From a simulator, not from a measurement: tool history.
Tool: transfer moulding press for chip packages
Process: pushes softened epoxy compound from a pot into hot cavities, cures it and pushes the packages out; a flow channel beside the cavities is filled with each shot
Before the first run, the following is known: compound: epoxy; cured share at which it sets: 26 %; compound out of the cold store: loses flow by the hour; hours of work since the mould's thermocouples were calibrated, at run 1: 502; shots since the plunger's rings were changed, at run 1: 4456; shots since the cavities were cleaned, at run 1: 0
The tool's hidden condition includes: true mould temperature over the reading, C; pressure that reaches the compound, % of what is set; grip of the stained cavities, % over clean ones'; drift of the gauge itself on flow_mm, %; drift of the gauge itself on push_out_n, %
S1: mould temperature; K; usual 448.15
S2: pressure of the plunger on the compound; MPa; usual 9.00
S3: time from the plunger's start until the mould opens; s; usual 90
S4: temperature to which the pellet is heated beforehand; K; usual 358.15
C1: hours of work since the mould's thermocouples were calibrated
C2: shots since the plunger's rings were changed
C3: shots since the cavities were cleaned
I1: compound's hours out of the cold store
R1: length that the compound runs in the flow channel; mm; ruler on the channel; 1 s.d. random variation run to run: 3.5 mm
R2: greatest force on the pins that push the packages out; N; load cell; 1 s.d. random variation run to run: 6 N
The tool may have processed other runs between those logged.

{"run": 1, "hour": 0.0, "S1": 448.15, "S2": 9.0, "S3": 90, "S4": 358.15, "C1": 502, "C2": 4456, "C3": 0, "I1": 11.0, "R1": 772, "R2": 233}
{"hour": 12.1, "done": "plunger's sealing rings changed"}
{"run": 2, "hour": 33.8, "S1": 448.15, "S2": 9.0, "S3": 90, "S4": 360.15, "C1": 517, "C2": 207, "C3": 299, "I1": 8.6, "R1": 834, "R2": 328}
{"hour": 54.9, "done": "cavities cleaned with cleaning compound and waxed"}
{"run": 3, "hour": 55.5, "S1": 448.15, "S2": 6.86, "S3": 90, "S4": 360.15, "C1": 527, "C2": 401, "C3": 6, "I1": 45.9, "R1": 589, "R2": 421}
{"run": 4, "hour": 82.4, "S1": 448.15, "S2": 6.86, "S3": 90, "S4": 360.15, "C1": 539, "C2": 657, "C3": 262, "I1": 29.0, "R1": 644, "R2": 426}
{"run": 5, "hour": 101.2, "S1": 448.15, "S2": 9.0, "S3": 127, "S4": 358.15, "C1": 549, "C2": 837, "C3": 442, "I1": 34.6, "R1": 715, "R2": 393}
{"hour": 107.4, "done": "cavities cleaned with cleaning compound and waxed"}
{"run": 6, "hour": 127.6, "S1": 448.15, "S2": 9.0, "S3": 127, "S4": 358.15, "C1": 560, "C2": 1075, "C3": 193, "I1": 40.6, "R1": 692, "R2": 249}
{"run": 7, "hour": 147.2, "S1": 454.15, "S2": 9.0, "S3": 90, "S4": 358.15, "C1": 570, "C2": 1262, "C3": 380, "I1": 30.0, "R1": 719, "R2": 307}
{"hour": 161.0, "done": "cavities cleaned with cleaning compound and waxed"}
{"run": 8, "hour": 166.6, "S1": 454.15, "S2": 9.0, "S3": 90, "S4": 358.15, "C1": 578, "C2": 1433, "C3": 54, "I1": 32.7, "R1": 709, "R2": 220}
{"run": 9, "hour": 180.9, "S1": 454.15, "S2": 9.0, "S3": 90, "S4": 358.15, "C1": 585, "C2": 1570, "C3": 191, "I1": 38.7, "R1": 685, "R2": 257}
{"run": 10, "hour": 196.5, "S1": 454.15, "S2": 9.0, "S3": 90, "S4": 358.15, "C1": 593, "C2": 1719, "C3": 340, "I1": 42.0, "R1": 670, "R2": 287}
{"hour": 207.6, "done": "cavities cleaned with cleaning compound and waxed, once more"}
{"run": 11, "hour": 211.9, "S1": 448.15, "S2": 9.0, "S3": 90, "S4": 358.15, "C1": 600, "C2": 1852, "C3": 41, "I1": 46.9, "R1": 662, "R2": 225}
{"run": 12, "hour": 238.4, "S1": 448.15, "S2": 9.0, "S3": 90, "S4": 358.15, "C1": 612, "C2": 2104, "C3": 293, "I1": 16.5, "R1": 783, "R2": 313}
{"hour": 260.2, "done": "cavities cleaned with cleaning compound and waxed"}
{"run": 13, "hour": 262.3, "S1": 448.15, "S2": 9.0, "S3": 90, "S4": 358.15, "C1": 623, "C2": 2319, "C3": 20, "I1": 38.1, "R1": 691, "R2": 219}
{"run": 14, "hour": 290.1, "S1": 448.15, "S2": 9.0, "S3": 90, "S4": 358.15, "C1": 636, "C2": 2584, "C3": 285, "I1": 22.4, "R1": 747, "R2": 307}
{"run": 15, "hour": 308.1, "S1": 448.15, "S2": 9.0, "S3": 90, "S4": 358.15, "C1": 645, "C2": 2757, "C3": 458, "I1": 21.6, "R1": 752, "R2": 339}
{"hour": 312.2, "done": "cavities cleaned with cleaning compound and waxed"}
{"run": 16, "hour": 337.6, "S1": 445.15, "S2": 9.0, "S3": 125, "S4": 358.15, "C1": 658, "C2": 3024, "C3": 243, "I1": 8.4, "R1": 808, "R2": 280}
{"run": 17, "hour": 351.4, "S1": 448.15, "S2": 7.92, "S3": 76, "S4": 361.15, "C1": 665, "C2": 3156, "C3": 375, "I1": 15.0, "R1": 729, "R2": 436}
{"hour": 364.3, "done": "cavities cleaned with cleaning compound and waxed"}
{"run": 18, "hour": 381.0, "S1": 448.15, "S2": 9.0, "S3": 90, "S4": 352.15, "C1": 679, "C2": 3424, "C3": 159, "I1": 20.5, "R1": 743, "R2": 272}
{"run": 19, "hour": 404.2, "S1": 448.15, "S2": 8.38, "S3": 108, "S4": 367.15, "C1": 690, "C2": 3646, "C3": 381, "I1": 42.2, "R1": 637, "R2": 298}

What does the tool deliver on the next run?
{"hour": 417.1, "done": "cavities cleaned with cleaning compound and waxed"}
{"run": 20, "hour": 419.5, "S1": 447.15, "S2": 8.68, "S3": 108, "S4": 367.15, "C1": 696, "C2": 3778, "C3": 23, "I1": 25.3, "R1": "?", "R2": "?"}

R1: 711 mm
R2: 217 N
Had the tool carried no hidden state, the very same run would have given R1 750 mm, R2 205 N.
